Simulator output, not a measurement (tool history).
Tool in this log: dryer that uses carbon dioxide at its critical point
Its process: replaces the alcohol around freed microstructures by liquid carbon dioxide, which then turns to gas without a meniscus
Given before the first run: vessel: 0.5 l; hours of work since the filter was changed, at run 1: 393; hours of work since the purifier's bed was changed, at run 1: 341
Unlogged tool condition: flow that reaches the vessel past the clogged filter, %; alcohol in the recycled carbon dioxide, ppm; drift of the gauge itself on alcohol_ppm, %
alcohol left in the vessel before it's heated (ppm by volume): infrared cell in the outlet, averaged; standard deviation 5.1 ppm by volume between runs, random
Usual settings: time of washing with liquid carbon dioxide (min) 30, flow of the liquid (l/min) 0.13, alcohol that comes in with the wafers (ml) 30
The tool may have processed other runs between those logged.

run	day	time of washing with liquid carbon dioxide (min)	flow of the liquid (l/min)	alcohol that comes in with the wafers (ml)	hours of work since the filter was changed	hours of work since the purifier's bed was changed	alcohol left in the vessel before it's heated (ppm by volume)
1	0	30	0.13	30	393	341	163
2	0.558	30	0.13	30	400	348	155
3	1.417	30	0.13	30	411	359	159
4	2.042	30	0.13	30	419	367	170
5	2.604	35	0.13	30	427	375	117
6	3.521	30	0.13	30	439	387	173
7	3.983	30	0.13	30	445	393	169
8	4.5	30	0.13	30	452	400	175
9	4.971	30	0.13	30	458	406	173
10	5.871	30	0.13	30	470	418	182
11	6.808	30	0.128	30	482	430	205
12	7.521	30	0.128	30	492	440	188
13	8.088	24	0.108	32	499	447	941
14	8.758	41	0.084	106	508	456	809
# day 9.108: inlet filter changed
15	9.4	19	0.13	105	4	464	2346
16	9.867	30	0.13	23	10	470	142
17	10.479	42	0.183	39	18	478	106
18	11.108	42	0.183	39	26	486	115
19	11.946	42	0.183	39	37	497	111

Forecast each of these 4 alternatives for the next run:
A	12.588	20	0.1	64	46	506	?
B	12.588	33	0.089	70	46	506	?
C	12.588	30	0.13	23	46	506	?
D	12.588	46	0.13	30	46	506	?

run	alcohol left in the vessel before it's heated (ppm by volume)
A	3523
B	819
C	155
D	115
What these runs would have given with no unlogged condition in the tool:
run	alcohol left in the vessel before it's heated (ppm by volume)
A	3315
B	679
C	44
D	5
